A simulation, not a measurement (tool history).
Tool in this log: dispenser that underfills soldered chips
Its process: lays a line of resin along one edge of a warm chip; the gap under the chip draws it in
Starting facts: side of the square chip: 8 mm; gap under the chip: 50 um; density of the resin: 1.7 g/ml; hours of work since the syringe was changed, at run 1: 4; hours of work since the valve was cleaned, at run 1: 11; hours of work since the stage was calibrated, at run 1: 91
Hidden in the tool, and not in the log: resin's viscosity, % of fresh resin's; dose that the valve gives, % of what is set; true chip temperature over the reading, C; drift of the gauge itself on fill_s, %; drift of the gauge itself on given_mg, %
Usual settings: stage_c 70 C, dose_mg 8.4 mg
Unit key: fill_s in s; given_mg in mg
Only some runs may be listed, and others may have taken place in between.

run	hour	stage_c	dose_mg	hours of work since the syringe was changed	hours of work since the valve was cleaned	hours of work since the stage was calibrated	fill_s	given_mg
1	0	70	8.4	4	11	91	125.6	8.37
# hour 3.1: new syringe of resin
2	6.8	70	8.4	3	15	96	112.4	8.36
# hour 11.4: new syringe of resin
3	13	70	8.4	1	19	100	101.1	8.35
# hour 20: new syringe of resin
4	21.2	70	8.4	1	25	106	101	8.31
# hour 28.3: new syringe of resin
5	30.3	70	8.4	1	31	112	106.8	8.26
6	34.8	70	8.4	5	34	115	132.9	8.25
# hour 36.7: new syringe of resin
7	43.6	70	8.4	5	40	121	138.1	8.23
# hour 45.1: new syringe of resin
8	49.5	70	7.63	3	44	125	120.9	7.5
# hour 53.6: new syringe of resin
9	56.2	70	7.63	2	49	129	110.1	7.49
# hour 62.3: new syringe of resin
10	62.4	70	7.63	0	53	134	96.7	7.49
11	69.8	70	7.6	5	58	139	143.4	7.46
# hour 70.6: new syringe of resin
12	74.9	70	10.66	3	61	142	115.1	10.41
# hour 78.9: new syringe of resin
13	81.1	70	9.25	2	66	146	105.4	9
# hour 83.5: dispensing valve cleaned and set on the balance
# hour 88.5: new syringe of resin
14	88.6	70	8.21	0	3	151	97.2	8.24
# hour 96.9: new syringe of resin
15	97.7	70	8.21	1	10	157	98.8	8.21
# hour 105.2: new syringe of resin
16	105.2	70	8.21	0	15	162	92.4	8.17
17	113.1	81	10.75	6	20	167	79.4	10.68
# hour 114.1: new syringe of resin
18	117	66	7.79	2	23	170	137.9	7.73
# hour 122.9: new syringe of resin
19	124.5	61	9.69	1	28	175	173.5	9.58
20	129.8	61	9.69	5	32	179	222	9.56
# hour 131.4: new syringe of resin
21	137.7	61	7.75	4	37	184	215.6	7.68
# hour 139.8: new syringe of resin
22	144.2	61	7.75	3	41	189	204.8	7.63
# hour 148: new syringe of resin
23	153.3	61	7.75	4	47	195	214	7.65
# hour 156.2: new syringe of resin
24	157.9	57	9.28	1	50	198	206	9.15
# hour 164.7: new syringe of resin
25	167	57	9.28	2	57	204	219.6	9.12
26	171.3	55	8.43	5	60	207	315.5	8.26

Run 27 is up next; what results do you expect?
# hour 173.2: new syringe of resin
27	180.4	55	8.43	5	66	213	?	?

{"run 27": {"fill_s": 318.3, "given_mg": 8.26}}
With the hidden condition absent and the run-to-run variation left alone, this run would have shown fill_s 201.6 s, given_mg 8.45 mg.
